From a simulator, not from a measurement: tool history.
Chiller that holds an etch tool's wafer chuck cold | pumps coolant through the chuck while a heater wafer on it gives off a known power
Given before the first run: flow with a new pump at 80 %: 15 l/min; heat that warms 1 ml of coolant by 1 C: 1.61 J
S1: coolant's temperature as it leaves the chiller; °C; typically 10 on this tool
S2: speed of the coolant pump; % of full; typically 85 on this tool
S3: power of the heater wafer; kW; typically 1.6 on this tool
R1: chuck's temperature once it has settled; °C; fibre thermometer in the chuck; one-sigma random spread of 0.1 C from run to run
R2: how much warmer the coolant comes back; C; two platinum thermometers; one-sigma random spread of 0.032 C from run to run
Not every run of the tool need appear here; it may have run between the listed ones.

run	day	S1	S2	S3	R1	R2
1	0	10	85	1.6	21.3	3.7
2	0.946	10	85	1.6	21.5	3.76
3	2.329	10	85	1.6	21.7	3.77
4	3.033	10	85	1.6	21.5	3.74
5	4.121	10	85	1.6	21.3	3.67
6	5.4	10	85	1.6	21.6	3.69
7	6.075	10	64	1.6	23.9	4.89
8	7.258	10	64	0.952	18.1	2.84
9	8.725	10	85	1.797	23.1	4.15
10	9.488	10	85	0.885	16.3	2.04
11	10.804	10	85	0.862	16.2	1.9
12	11.904	10	85	0.862	16.1	1.92
13	12.817	10	85	0.862	16.3	1.94
14	14.196	10	85	1.6	21.4	3.62
15	15.75	10	85	1.6	21.4	3.52
16	16.988	10	85	1.6	21.5	3.51
17	17.783	10	85	1.6	21.6	3.57
18	19.35	5	85	2.114	20.3	4.79
19	20.346	10	85	0.815	15.8	1.68
20	21.354	4	93	1.028	11	2.03
21	22.35	4	93	1.028	11	1.97
22	23.6	0	93	1.525	10.4	3.01
23	24.625	11	85	2.076	26	4.6
24	25.646	11	85	2.076	25.9	4.58
25	27.054	11	85	2.076	25.9	4.64
26	28.529	20	61	1.271	31.4	3.78
27	29.267	1	61	0.844	8.7	2.38
28	30.15	10	68	1.408	21.7	3.73
29	31.425	8	83	0.965	15	2
30	32.338	3	79	0.991	10.7	2.17
31	33.7	14	72	0.889	21	2.08
32	34.358	14	72	0.889	21.2	2.1

For some of the steps in R2 from one run to the next: how much would appear even if the tool had no hidden state, given the settings, what came in and random variation, and how much remains for the hidden state plus any gauge scatter that the measured result and the result without hidden state don't share?
The tool's hidden condition here consists of: heat passed by the chuck's channels, % of clean ones'; flow at a given pump speed, % of a new pump's; coolant's true temperature over the reading, C; drift of the gauge itself on chuck_c, C; drift of the gauge itself on warmer_back_c, C.
Run 2 -> 3: settings left as they were, no log entry in between. R2 +0.01 C: hidden state -0.02, all else +0.03.
Run 5 -> 6: settings left as they were, no log entry in between. R2 +0.02 C: hidden state -0.02, all else +0.04.
Run 7 -> 8: S3 1.6 -> 0.952. R2 -2.05 C: hidden state -0.02, all else -2.03.
Run 9 -> 10: S3 1.797 -> 0.885. R2 -2.11 C: hidden state -0.01, all else -2.1.
Run 18 -> 19: S1 5 -> 10, S3 2.114 -> 0.815. R2 -3.11 C: hidden state -0.01, all else -3.1.
